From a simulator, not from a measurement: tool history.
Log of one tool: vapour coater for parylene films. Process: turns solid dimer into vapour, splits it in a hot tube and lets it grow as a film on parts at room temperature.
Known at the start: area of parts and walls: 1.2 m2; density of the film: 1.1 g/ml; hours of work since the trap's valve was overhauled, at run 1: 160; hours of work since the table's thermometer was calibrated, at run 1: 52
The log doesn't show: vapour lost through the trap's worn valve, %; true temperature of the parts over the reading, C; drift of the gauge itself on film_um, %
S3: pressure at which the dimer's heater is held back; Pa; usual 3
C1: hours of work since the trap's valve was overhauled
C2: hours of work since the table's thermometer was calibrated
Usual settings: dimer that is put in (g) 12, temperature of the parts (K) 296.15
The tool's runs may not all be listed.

Run 1, hour 0: usual settings; C1 160; C2 52. Result: thickness of the film (µm) 6.59.
Run 2, hour 11.3: usual settings but S3 2.01 Pa; C1 169; C2 61. Result: thickness of the film (µm) 7.07.
Run 3, hour 32.3: usual settings but S3 2.01 Pa; C1 185; C2 77. Result: thickness of the film (µm) 6.98.
Run 4, hour 53.1: usual settings; C1 201; C2 93. Result: thickness of the film (µm) 6.46.
Run 5, hour 63.5: usual settings; C1 209; C2 101. Result: thickness of the film (µm) 6.44.
Run 6, hour 83: usual settings; C1 224; C2 116. Result: thickness of the film (µm) 6.38.
Run 7, hour 103.4: usual settings; C1 239; C2 131. Result: thickness of the film (µm) 6.47.
Run 8, hour 114.7: usual settings; C1 248; C2 140. Result: thickness of the film (µm) 6.43.
Run 9, hour 130.7: usual settings; C1 260; C2 152. Result: thickness of the film (µm) 6.43.
Run 10, hour 142.6: usual settings but dimer that is put in (g) 6; C1 269; C2 161. Result: thickness of the film (µm) 3.2.
Run 11, hour 152.8: usual settings; C1 277; C2 169. Result: thickness of the film (µm) 6.38.
Run 12, hour 172.1: usual settings; C1 292; C2 184. Result: thickness of the film (µm) 6.27.
Run 13, hour 180.8: usual settings; C1 298; C2 190. Result: thickness of the film (µm) 6.4.
At hour 186.1: trap's valve overhauled.
Run 14, hour 205.9: usual settings but S3 9.77 Pa; C1 15; C2 206. Result: thickness of the film (µm) 5.04.
Run 15, hour 224: usual settings but dimer that is put in (g) 6; C1 29; C2 220. Result: thickness of the film (µm) 3.04.
Run 16, hour 241.8: usual settings but dimer that is put in (g) 20; C1 43; C2 234. Result: thickness of the film (µm) 9.96.
Run 17, hour 250.8: usual settings but dimer that is put in (g) 20; C1 49; C2 241. Result: thickness of the film (µm) 10.
At hour 259.7: trap's valve overhauled, once more.
Run 18, hour 274.9: usual settings but dimer that is put in (g) 20; C1 12; C2 256. Result: thickness of the film (µm) 11.21.
Run 19, hour 284: usual settings; C1 19; C2 263. Result: thickness of the film (µm) 6.62.
Run 20, hour 292.6: usual settings but dimer that is put in (g) 8; C1 25; C2 270. Result: thickness of the film (µm) 4.49.
Run 21, hour 312.8: usual settings but dimer that is put in (g) 8; C1 41; C2 285. Result: thickness of the film (µm) 4.56.
Run 22, hour 324.2: usual settings; C1 49; C2 294. Result: thickness of the film (µm) 6.68.
Run 23, hour 339.1: usual settings but temperature of the parts (K) 294.15, S3 2.41 Pa; C1 61; C2 305. Result: thickness of the film (µm) 7.33.
Run 24, hour 351: usual settings but dimer that is put in (g) 9, temperature of the parts (K) 291.15, S3 2.41 Pa; C1 70; C2 314. Result: thickness of the film (µm) 6.03.
Run 25, hour 371.4: usual settings; C1 85; C2 330. Result: thickness of the film (µm) 6.58.
Run 26, hour 389.8: usual settings; C1 99; C2 344. Result: thickness of the film (µm) 6.61.
Run 27, hour 408.5: usual settings but dimer that is put in (g) 16, temperature of the parts (K) 291.15, S3 5.93 Pa; C1 114; C2 358. Result: thickness of the film (µm) 9.1.
Run 28, hour 418.6: usual settings but dimer that is put in (g) 5, temperature of the parts (K) 307.15, S3 7.16 Pa; C1 121; C2 366. Result: thickness of the film (µm) 1.7.
Run 29, hour 431.4: usual settings but dimer that is put in (g) 5, temperature of the parts (K) 307.15, S3 7.16 Pa; C1 131; C2 376. Result: thickness of the film (µm) 1.68.
Run 30, hour 445.9: usual settings but dimer that is put in (g) 8, temperature of the parts (K) 299.15, S3 7.16 Pa; C1 142; C2 387. Result: thickness of the film (µm) 3.44.
Run 31, hour 465.7: usual settings but dimer that is put in (g) 8, temperature of the parts (K) 299.15, S3 7.16 Pa; C1 157; C2 402. Result: thickness of the film (µm) 3.45.
Run 32, hour 474.6: usual settings but dimer that is put in (g) 11, S3 3.1 Pa; C1 164; C2 409. Result: thickness of the film (µm) 5.96.
Run 33, hour 484: usual settings but dimer that is put in (g) 11, S3 3.1 Pa; C1 171; C2 416. Result: thickness of the film (µm) 5.89.
Run 34, hour 492.9: usual settings but dimer that is put in (g) 11, S3 3.1 Pa; C1 178; C2 423. Result: thickness of the film (µm) 5.94.
Run 35, hour 503.4: usual settings but dimer that is put in (g) 16, temperature of the parts (K) 294.15, S3 3.1 Pa; C1 186; C2 431. Result: thickness of the film (µm) 8.98.
Run 36, hour 523.8: usual settings but dimer that is put in (g) 19; C1 202; C2 446. Result: thickness of the film (µm) 10.12.
Run 37, hour 536.7: usual settings but dimer that is put in (g) 7, temperature of the parts (K) 298.15, S3 2.16 Pa; C1 212; C2 456. Result: thickness of the film (µm) 3.74.
Run 38, hour 555.2: usual settings but dimer that is put in (g) 7, temperature of the parts (K) 298.15, S3 2.16 Pa; C1 226; C2 470. Result: thickness of the film (µm) 3.7.
Run 39, hour 566.7: usual settings but dimer that is put in (g) 5, temperature of the parts (K) 289.15, S3 11 Pa; C1 234; C2 479. Result: thickness of the film (µm) 2.62.
Run 40, hour 579.3: usual settings but dimer that is put in (g) 5, temperature of the parts (K) 289.15, S3 11 Pa; C1 244; C2 489. Result: thickness of the film (µm) 2.61.
Run 41, hour 598.3: usual settings but dimer that is put in (g) 5, temperature of the parts (K) 289.15, S3 11 Pa; C1 259; C2 503. Result: thickness of the film (µm) 2.6.

The same runs without the tool's hidden state, with the same run-to-run variation:
run  thickness of the film (µm)
  1                        6.91
  2                        7.43
  3                        7.36
  4                        6.85
  5                        6.84
  6                        6.81
  7                        6.93
  8                        6.91
  9                        6.94
 10                        3.46
 11                        6.92
 12                        6.83
 13                        6.99
 14                        5.73
 15                        3.47
 16                       11.43
 17                        11.5
 18                       11.36
 19                        6.73
 20                        4.57
 21                        4.66
 22                        6.84
 23                        7.53
 24                        6.21
 25                        6.82
 26                        6.87
 27                        9.51
 28                        1.78
 29                        1.77
 30                        3.62
 31                        3.65
 32                        6.32
 33                        6.25
 34                        6.32
 35                        9.57
 36                       10.83
 37                        4.01
 38                        3.99
 39                        2.84
 40                        2.84
 41                        2.83
